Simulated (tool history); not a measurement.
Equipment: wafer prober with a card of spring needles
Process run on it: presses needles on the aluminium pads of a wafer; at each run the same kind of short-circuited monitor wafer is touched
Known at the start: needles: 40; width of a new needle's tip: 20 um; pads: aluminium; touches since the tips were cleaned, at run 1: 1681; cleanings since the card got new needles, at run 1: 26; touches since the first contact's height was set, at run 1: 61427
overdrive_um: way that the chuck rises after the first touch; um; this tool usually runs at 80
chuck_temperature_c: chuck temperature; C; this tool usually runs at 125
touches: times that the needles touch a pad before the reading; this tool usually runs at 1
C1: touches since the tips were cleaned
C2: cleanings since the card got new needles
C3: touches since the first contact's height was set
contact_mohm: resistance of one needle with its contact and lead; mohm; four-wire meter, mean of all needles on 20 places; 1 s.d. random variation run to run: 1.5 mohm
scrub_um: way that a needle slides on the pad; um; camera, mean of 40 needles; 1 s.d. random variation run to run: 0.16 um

run 1 hour=0 | overdrive_um=80 chuck_temperature_c=125 touches=1 | C1=1681 C2=26 C3=61427 | contact_mohm=166 scrub_um=20.12
-- hour=1.8 tips cleaned on abrasive film
run 2 hour=5.4 | overdrive_um=80 chuck_temperature_c=125 touches=1 | C1=945 C2=27 C3=62830 | contact_mohm=161 scrub_um=20.48
-- hour=9.6 tips cleaned on abrasive film
run 3 hour=13.6 | overdrive_um=80 chuck_temperature_c=125 touches=1 | C1=1057 C2=28 C3=64981 | contact_mohm=160 scrub_um=20.24
-- hour=17.6 tips cleaned on abrasive film
run 4 hour=20.7 | overdrive_um=80 chuck_temperature_c=51 touches=1 | C1=809 C2=29 C3=66814 | contact_mohm=148 scrub_um=20.06
-- hour=25.3 tips cleaned on abrasive film
run 5 hour=28.7 | overdrive_um=80 chuck_temperature_c=51 touches=1 | C1=902 C2=30 C3=68907 | contact_mohm=147 scrub_um=19.92
-- hour=33.1 tips cleaned on abrasive film
run 6 hour=33.8 | overdrive_um=85 chuck_temperature_c=125 touches=1 | C1=193 C2=31 C3=70229 | contact_mohm=140 scrub_um=21.68
run 7 hour=38.5 | overdrive_um=80 chuck_temperature_c=98 touches=1 | C1=1423 C2=31 C3=71459 | contact_mohm=164 scrub_um=20.07
-- hour=41.2 tips cleaned on abrasive film
run 8 hour=46.1 | overdrive_um=80 chuck_temperature_c=98 touches=1 | C1=1279 C2=32 C3=73442 | contact_mohm=163 scrub_um=19.98
-- hour=47.1 height of the first contact set anew
-- hour=49.3 tips cleaned on abrasive film
run 9 hour=53.7 | overdrive_um=80 chuck_temperature_c=98 touches=1 | C1=1157 C2=33 C3=1702 | contact_mohm=163 scrub_um=19.52
-- hour=57.3 tips cleaned on abrasive film
run 10 hour=61.3 | overdrive_um=81 chuck_temperature_c=125 touches=1 | C1=1067 C2=34 C3=3694 | contact_mohm=161 scrub_um=19.79
-- hour=65.2 tips cleaned on abrasive film
run 11 hour=68.4 | overdrive_um=89 chuck_temperature_c=31 touches=1 | C1=861 C2=35 C3=5550 | contact_mohm=142 scrub_um=21.83
-- hour=72.9 tips cleaned on abrasive film
run 12 hour=76 | overdrive_um=89 chuck_temperature_c=31 touches=1 | C1=828 C2=36 C3=7535 | contact_mohm=140 scrub_um=21.57
-- hour=80.7 tips cleaned on abrasive film
run 13 hour=83.3 | overdrive_um=64 chuck_temperature_c=61 touches=2 | C1=691 C2=37 C3=9427 | contact_mohm=156 scrub_um=15.2
-- hour=84.1 height of the first contact set anew, once more
-- hour=88.6 tips cleaned on abrasive film
run 14 hour=89.9 | overdrive_um=86 chuck_temperature_c=30 touches=3 | C1=343 C2=38 C3=1520 | contact_mohm=123 scrub_um=22.2

A few steps of contact_mohm between consecutive runs. Split each: what settings, incoming material and random variation would produce without the hidden state, and what is left over for the hidden state, along with gauge scatter present in only one of the two compared results (measured, and without hidden state):
Hidden state at play: debris on the tips, nm; way that the needles fall short of the set height, um; tips' diameter, um; drift of the gauge itself on contact_mohm, %; drift of the gauge itself on scrub_um, %.
Run 6 -> 7: overdrive_um 85 -> 80, chuck_temperature_c 125 -> 98. contact_mohm +24 mohm: hidden state +26, all else -2.
Run 13 -> 14: overdrive_um 64 -> 86, chuck_temperature_c 61 -> 30, touches 2 -> 3, height of the first contact set anew, once more, tips cleaned on abrasive film. contact_mohm -33 mohm: hidden state -21, all else -12.
